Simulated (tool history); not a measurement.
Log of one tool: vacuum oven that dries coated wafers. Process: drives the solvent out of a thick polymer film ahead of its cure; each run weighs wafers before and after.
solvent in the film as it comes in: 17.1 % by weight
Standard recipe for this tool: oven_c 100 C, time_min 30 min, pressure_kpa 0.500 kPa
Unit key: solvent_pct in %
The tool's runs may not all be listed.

run,hour,oven_c,time_min,pressure_kpa,solvent_pct
1,0.0,100,30,0.500,0.97
2,19.7,100,30,0.500,1.02
3,35.5,100,30,0.500,1.00
4,56.2,100,30,0.500,1.06
5,71.6,100,30,0.500,0.97
6,93.2,100,30,0.500,1.05
7,107.3,100,30,0.500,1.01
8,125.3,100,50,0.500,0.37
9,138.5,100,21,0.875,2.28
10,152.2,100,21,0.875,2.37
11,166.3,100,16,0.500,3.30
12,188.6,88,21,0.686,5.12
13,209.0,88,21,0.686,5.09
14,230.0,109,30,1.139,0.47
15,249.3,108,36,1.977,0.61

Predict each of these 5 candidate next runs independently; none follows another, all start after run 15:
A,260.0,100,30,0.309,?
B,260.0,110,30,0.500,?
C,260.0,100,32,0.500,?
D,260.0,108,36,0.783,?
E,260.0,100,30,0.392,?

run,solvent_pct
A,0.97
B,0.20
C,0.95
D,0.27
E,1.00
Without the tool's hidden state the same runs would have given:
run,solvent_pct
A,0.96
B,0.19
C,0.94
D,0.26
E,0.99
